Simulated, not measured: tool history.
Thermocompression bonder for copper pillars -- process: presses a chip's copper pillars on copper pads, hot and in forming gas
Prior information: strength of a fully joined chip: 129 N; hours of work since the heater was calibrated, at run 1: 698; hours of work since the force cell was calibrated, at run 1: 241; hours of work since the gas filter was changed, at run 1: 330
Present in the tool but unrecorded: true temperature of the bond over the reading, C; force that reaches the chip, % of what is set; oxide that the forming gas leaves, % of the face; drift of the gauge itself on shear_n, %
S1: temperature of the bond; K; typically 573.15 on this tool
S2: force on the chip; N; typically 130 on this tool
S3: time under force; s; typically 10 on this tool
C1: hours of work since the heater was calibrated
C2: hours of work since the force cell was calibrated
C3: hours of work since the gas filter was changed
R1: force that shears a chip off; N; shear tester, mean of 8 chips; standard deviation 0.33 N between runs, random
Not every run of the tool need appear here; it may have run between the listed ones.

run    hour      S1   S2  S3    C1    C2   C3     R1
  1       0  573.15  130  10   698   241  330   90.7
  2    27.8  573.15  130  10   714   257  346   90.4
  3    52.5  573.15  130  10   728   271  360   90.1
  4    88.9  586.15  130  10   749   292  381   96.9
      122.1  -- forming gas filter changed
  5     127  586.15  130  10   771   314    3   99.7
  6   161.2  586.15  130  10   791   334   23   98.9
  7   212.8  573.15  130  10   821   364   52   92.2
  8     254  573.15  130  10   845   388   76   92.3
  9     304  573.15  171  10   873   417  105  102.4
 10   336.1  573.15  171  10   892   435  124    102
 11   383.4  573.15  171  10   919   463  151  101.2
 12   418.5  573.15  130  10   940   483  172   91.3
 13   459.3  573.15  130  13   963   507  195   97.3
 14   491.5  573.15  110  10   982   525  214   84.1
 15   524.4  573.15  110  10  1001   544  233   83.8
 16   571.8  601.15  110  10  1029   572  260   97.7
 17     608  601.15  110  10  1049   593  281   96.8
 18   630.2  573.15  130  14  1062   606  294   97.3
 19   656.3  573.15   97  10  1077   621  309   78.3
 20   682.1  573.15   97  14  1092   636  324   86.2
 21   728.5  591.15  130  10  1119   663  351   98.3
 22   762.3  591.15  119  17  1139   682  371    105
 23   788.4  591.15  119  17  1154   697  386  104.2
      816.8  -- forming gas filter changed
 24   834.5  591.15  119  17  1180   724   10  107.7
 25   877.3  591.15  119  17  1205   748   35  107.7
 26   903.2  591.15  119  17  1220   763   50  107.6
 27   954.5  591.15  119  17  1250   793   80  107.1
 28   979.4  576.15   89   9  1264   807   94   75.2
 29  1032.5  597.15  139   9  1295   838  125  102.4
 30  1061.7  543.15  161  22  1312   855  142  100.1
 31  1103.3  577.15  120  15  1336   879  166     98
 32  1128.6  551.15  130  10  1351   894  181   78.3
 33  1173.6  545.15  117   7  1377   920  207   62.3
 34  1208.3  598.15  130  16  1397   940  227  109.8
 35    1244  545.15  130   7  1417   961  247   65.8
 36  1268.1  545.15   99   7  1431   975  261   55.8
 37  1292.8  545.15   99   7  1446   989  276   55.7
 38  1324.2  588.15  114   7  1464  1007  294   83.3
 39    1368  548.15  140   6  1489  1032  319   66.6
 40  1410.6  578.15   92  17  1514  1057  344     90
 41  1448.5  557.15  130  10  1536  1079  366   79.2

Hidden state at the last listed run before each entry between runs and at the first one after, where it differs:
Logged between run 4 and run 5: forming gas filter changed (hour 122.1)
  true temperature of the bond over the reading, C: -4.6 -> -4.7; force that reaches the chip, % of what is set: 100.6 -> 100.7; oxide that the forming gas leaves, % of the face: 3.5 -> 0.6
  difference, measured minus the result without the unlogged condition, R1: -4.8 -> -2 N
Logged between run 23 and run 24: forming gas filter changed (hour 816.8)
  true temperature of the bond over the reading, C: -7.1 -> -7.3; force that reaches the chip, % of what is set: 101.5 -> 101.6; oxide that the forming gas leaves, % of the face: 3.67 -> 0.76
  difference, measured minus the result without the unlogged condition, R1: -5.7 -> -2.6 N

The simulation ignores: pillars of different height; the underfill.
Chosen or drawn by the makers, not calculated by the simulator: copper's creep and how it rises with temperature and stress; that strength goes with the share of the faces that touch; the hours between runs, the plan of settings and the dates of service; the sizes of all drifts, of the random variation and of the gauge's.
